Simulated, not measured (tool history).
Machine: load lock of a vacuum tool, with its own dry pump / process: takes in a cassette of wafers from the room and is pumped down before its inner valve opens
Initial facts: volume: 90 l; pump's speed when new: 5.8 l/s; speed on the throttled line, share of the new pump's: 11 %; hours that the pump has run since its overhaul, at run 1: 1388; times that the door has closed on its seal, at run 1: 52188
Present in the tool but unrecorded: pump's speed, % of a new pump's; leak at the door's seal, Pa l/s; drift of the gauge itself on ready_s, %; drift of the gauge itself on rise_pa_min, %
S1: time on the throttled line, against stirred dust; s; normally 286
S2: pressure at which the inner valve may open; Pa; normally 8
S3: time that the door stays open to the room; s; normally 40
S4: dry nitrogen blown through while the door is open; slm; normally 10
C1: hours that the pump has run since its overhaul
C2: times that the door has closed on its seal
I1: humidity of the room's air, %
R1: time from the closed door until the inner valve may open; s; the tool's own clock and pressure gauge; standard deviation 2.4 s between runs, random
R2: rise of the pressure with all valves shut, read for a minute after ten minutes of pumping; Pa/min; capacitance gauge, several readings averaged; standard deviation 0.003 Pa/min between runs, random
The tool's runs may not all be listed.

{"run": 1, "hour": 0.0, "S1": 286, "S2": 8, "S3": 40, "S4": 10, "C1": 1388, "C2": 52188, "I1": 44.1, "R1": 400.0, "R2": 0.411}
{"run": 2, "hour": 410.9, "S1": 286, "S2": 8, "S3": 40, "S4": 10, "C1": 1798, "C2": 53635, "I1": 44.8, "R1": 403.4, "R2": 0.425}
{"run": 3, "hour": 793.0, "S1": 286, "S2": 8, "S3": 40, "S4": 10, "C1": 2181, "C2": 54981, "I1": 40.2, "R1": 403.2, "R2": 0.447}
{"run": 4, "hour": 1453.3, "S1": 286, "S2": 8, "S3": 40, "S4": 10, "C1": 2841, "C2": 57306, "I1": 45.6, "R1": 399.1, "R2": 0.473}
{"run": 5, "hour": 2085.3, "S1": 286, "S2": 8, "S3": 40, "S4": 10, "C1": 3473, "C2": 59532, "I1": 47.2, "R1": 409.9, "R2": 0.509}
{"run": 6, "hour": 2673.9, "S1": 286, "S2": 8, "S3": 40, "S4": 10, "C1": 4061, "C2": 61605, "I1": 44.7, "R1": 400.4, "R2": 0.532}
{"run": 7, "hour": 3013.8, "S1": 286, "S2": 8, "S3": 37, "S4": 10, "C1": 4401, "C2": 62801, "I1": 48.1, "R1": 409.8, "R2": 0.536}
{"hour": 3058.0, "done": "door's seal changed, seat wiped"}
{"run": 8, "hour": 3303.3, "S1": 286, "S2": 8, "S3": 40, "S4": 10, "C1": 4689, "C2": 864, "I1": 47.0, "R1": 404.4, "R2": 0.017}
{"run": 9, "hour": 3775.3, "S1": 286, "S2": 8, "S3": 40, "S4": 10, "C1": 5161, "C2": 2526, "I1": 46.2, "R1": 402.9, "R2": 0.017}
{"run": 10, "hour": 4240.3, "S1": 286, "S2": 8, "S3": 40, "S4": 10, "C1": 5626, "C2": 4164, "I1": 49.9, "R1": 407.1, "R2": 0.024}
{"run": 11, "hour": 4730.8, "S1": 286, "S2": 8, "S3": 60, "S4": 10, "C1": 6117, "C2": 5891, "I1": 47.5, "R1": 405.7, "R2": 0.038}
{"run": 12, "hour": 5260.1, "S1": 286, "S2": 8, "S3": 60, "S4": 10, "C1": 6646, "C2": 7755, "I1": 46.6, "R1": 407.6, "R2": 0.036}
{"run": 13, "hour": 5848.5, "S1": 286, "S2": 8, "S3": 40, "S4": 10, "C1": 7234, "C2": 9827, "I1": 45.3, "R1": 409.6, "R2": 0.049}
{"run": 14, "hour": 6319.6, "S1": 286, "S2": 8, "S3": 40, "S4": 10, "C1": 7706, "C2": 11486, "I1": 44.8, "R1": 407.5, "R2": 0.059}
{"run": 15, "hour": 6887.6, "S1": 286, "S2": 8, "S3": 40, "S4": 10, "C1": 8274, "C2": 13487, "I1": 44.7, "R1": 410.2, "R2": 0.065}
{"run": 16, "hour": 7180.3, "S1": 286, "S2": 8, "S3": 40, "S4": 10, "C1": 8566, "C2": 14517, "I1": 47.1, "R1": 411.6, "R2": 0.078}
{"run": 17, "hour": 7573.8, "S1": 286, "S2": 8, "S3": 40, "S4": 10, "C1": 8960, "C2": 15903, "I1": 47.0, "R1": 410.5, "R2": 0.084}
{"run": 18, "hour": 7923.3, "S1": 286, "S2": 9, "S3": 38, "S4": 10, "C1": 9309, "C2": 17134, "I1": 44.1, "R1": 406.9, "R2": 0.088}
{"run": 19, "hour": 8233.0, "S1": 415, "S2": 15, "S3": 40, "S4": 18, "C1": 9619, "C2": 18225, "I1": 45.5, "R1": 520.8, "R2": 0.092}
{"run": 20, "hour": 8730.1, "S1": 415, "S2": 15, "S3": 40, "S4": 18, "C1": 10116, "C2": 19975, "I1": 45.2, "R1": 510.5, "R2": 0.104}
{"run": 21, "hour": 9078.2, "S1": 179, "S2": 8, "S3": 212, "S4": 13, "C1": 10464, "C2": 21201, "I1": 44.4, "R1": 317.8, "R2": 0.131}
{"run": 22, "hour": 9473.2, "S1": 502, "S2": 13, "S3": 40, "S4": 12, "C1": 10859, "C2": 22592, "I1": 44.0, "R1": 592.2, "R2": 0.125}
{"run": 23, "hour": 10033.5, "S1": 148, "S2": 9, "S3": 147, "S4": 5, "C1": 11420, "C2": 24565, "I1": 42.6, "R1": 294.8, "R2": 0.153}
{"run": 24, "hour": 10539.3, "S1": 148, "S2": 9, "S3": 214, "S4": 5, "C1": 11925, "C2": 26347, "I1": 43.0, "R1": 291.8, "R2": 0.163}
{"run": 25, "hour": 11190.0, "S1": 238, "S2": 9, "S3": 127, "S4": 6, "C1": 12576, "C2": 28638, "I1": 47.7, "R1": 369.1, "R2": 0.188}
{"run": 26, "hour": 11847.1, "S1": 238, "S2": 9, "S3": 127, "S4": 6, "C1": 13233, "C2": 30952, "I1": 44.8, "R1": 374.4, "R2": 0.202}
{"run": 27, "hour": 12478.6, "S1": 238, "S2": 11, "S3": 27, "S4": 7, "C1": 13865, "C2": 33176, "I1": 43.3, "R1": 367.6, "R2": 0.216}
{"hour": 12523.0, "done": "dry pump taken out, an overhauled one fitted"}
{"run": 28, "hour": 12961.4, "S1": 497, "S2": 11, "S3": 40, "S4": 10, "C1": 438, "C2": 34855, "I1": 42.7, "R1": 580.3, "R2": 0.226}
{"run": 29, "hour": 13362.3, "S1": 555, "S2": 8, "S3": 78, "S4": 10, "C1": 839, "C2": 36267, "I1": 46.0, "R1": 643.0, "R2": 0.238}

Branching from run 29: 4 alternative next runs. What would each branch give?
{"run": "A", "hour": 13944.2, "S1": 339, "S2": 12, "S3": 40, "S4": 10, "C1": 1421, "C2": 38316, "I1": 46.0, "R1": "?", "R2": "?"}
{"run": "B", "hour": 13944.2, "S1": 286, "S2": 7, "S3": 41, "S4": 10, "C1": 1421, "C2": 38316, "I1": 42.8, "R1": "?", "R2": "?"}
{"run": "C", "hour": 13944.2, "S1": 346, "S2": 8, "S3": 40, "S4": 10, "C1": 1421, "C2": 38316, "I1": 46.3, "R1": "?", "R2": "?"}
{"run": "D", "hour": 13944.2, "S1": 286, "S2": 14, "S3": 67, "S4": 27, "C1": 1421, "C2": 38316, "I1": 46.3, "R1": "?", "R2": "?"}

run=A R1=450.4 R2=0.255
run=B R1=407.4 R2=0.260
run=C R1=458.3 R2=0.259
run=D R1=398.5 R2=0.246
Without the tool's hidden state the same runs would have given:
run=A R1=447.9 R2=0.011
run=B R1=404.2 R2=0.013
run=C R1=455.3 R2=0.013
run=D R1=395.9 R2=0.002

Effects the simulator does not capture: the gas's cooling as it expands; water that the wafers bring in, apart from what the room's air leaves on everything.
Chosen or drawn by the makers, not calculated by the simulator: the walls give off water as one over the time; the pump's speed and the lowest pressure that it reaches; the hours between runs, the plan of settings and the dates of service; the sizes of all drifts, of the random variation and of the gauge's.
